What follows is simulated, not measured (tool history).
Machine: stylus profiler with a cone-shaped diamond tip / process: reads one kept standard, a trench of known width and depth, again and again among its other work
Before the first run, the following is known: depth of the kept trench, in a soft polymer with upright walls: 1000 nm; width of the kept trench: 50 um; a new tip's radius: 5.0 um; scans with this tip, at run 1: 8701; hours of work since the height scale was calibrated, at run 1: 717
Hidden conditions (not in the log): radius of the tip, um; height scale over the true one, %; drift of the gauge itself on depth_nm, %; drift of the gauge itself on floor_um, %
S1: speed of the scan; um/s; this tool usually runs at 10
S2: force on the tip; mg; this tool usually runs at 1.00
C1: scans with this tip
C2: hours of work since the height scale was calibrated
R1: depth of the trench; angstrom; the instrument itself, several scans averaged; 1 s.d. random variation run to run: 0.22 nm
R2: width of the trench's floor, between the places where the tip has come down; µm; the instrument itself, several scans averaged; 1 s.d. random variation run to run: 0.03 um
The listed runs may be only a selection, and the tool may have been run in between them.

| run | hour | S1 | S2 | C1 | C2 | R1 | R2 |
|---|---|---|---|---|---|---|---|
| 1 | 0.0 | 10 | 1.00 | 8701 | 717 | 10070.3 | 43.96 |
| 2 | 80.7 | 19 | 1.00 | 9113 | 751 | 10072.5 | 43.86 |
| 3 | 163.2 | 19 | 1.00 | 9534 | 786 | 10075.1 | 43.90 |
| 4 | 245.4 | 19 | 1.00 | 9955 | 820 | 10070.6 | 43.89 |
| 5 | 298.8 | 19 | 1.00 | 10227 | 843 | 10071.7 | 43.91 |
| 6 | 382.6 | 19 | 1.00 | 10656 | 878 | 10070.8 | 43.93 |
| 7 | 487.3 | 10 | 2.96 | 11190 | 922 | 10151.6 | 43.91 |
| 8 | 556.0 | 8 | 1.00 | 11541 | 951 | 10068.0 | 43.92 |
| 9 | 650.8 | 8 | 2.90 | 12026 | 991 | 10147.9 | 43.98 |
| 10 | 755.0 | 8 | 2.90 | 12558 | 1035 | 10151.4 | 43.93 |
| 11 | 808.7 | 10 | 0.39 | 12832 | 1057 | 10040.0 | 43.88 |
| 12 | 868.4 | 11 | 2.38 | 13137 | 1082 | 10128.5 | 43.89 |
| 13 | 973.5 | 2 | 1.00 | 13674 | 1127 | 10073.6 | 43.98 |
| 14 | 1026.9 | 15 | 1.19 | 13947 | 1149 | 10076.9 | 43.91 |
| 15 | 1074.2 | 15 | 1.19 | 14188 | 1169 | 10082.4 | 43.94 |
| 16 | 1125.1 | 10 | 1.04 | 14448 | 1190 | 10075.0 | 43.86 |
|  | 1135.0 | height scale calibrated on a step standard |
| 17 | 1185.5 | 2 | 1.93 | 14754 | 21 | 10117.0 | 43.96 |
|  | 1226.2 | new tip fitted, height scale calibrated |
| 18 | 1295.9 | 2 | 0.36 | 356 | 29 | 10036.4 | 43.99 |
| 19 | 1345.5 | 2 | 0.36 | 610 | 50 | 10037.0 | 43.98 |
| 20 | 1420.8 | 2 | 0.36 | 994 | 82 | 10035.7 | 44.02 |
| 21 | 1524.7 | 2 | 0.35 | 1525 | 126 | 10033.0 | 43.95 |
| 22 | 1626.8 | 2 | 0.35 | 2046 | 169 | 10038.7 | 44.00 |

Below, each run's measurement less what the same run would have read without the hidden state. Both values contain the same run-to-run variation, but the gauge's scatter may not be the same in both:
| run | R2 |
|---|---|
| 1 | -0.02 |
| 2 | -0.03 |
| 3 | -0.02 |
| 4 | -0.03 |
| 5 | -0.03 |
| 6 | -0.03 |
| 7 | -0.03 |
| 8 | -0.03 |
| 9 | -0.03 |
| 10 | -0.03 |
| 11 | -0.03 |
| 12 | -0.03 |
| 13 | -0.04 |
| 14 | -0.04 |
| 15 | -0.04 |
| 16 | -0.04 |
| 17 | -0.04 |
| 18 | +0.00 |
| 19 | +0.00 |
| 20 | +0.00 |
| 21 | +0.00 |
| 22 | +0.00 |
R1: within 0.4 angstrom of the measured result in every run.
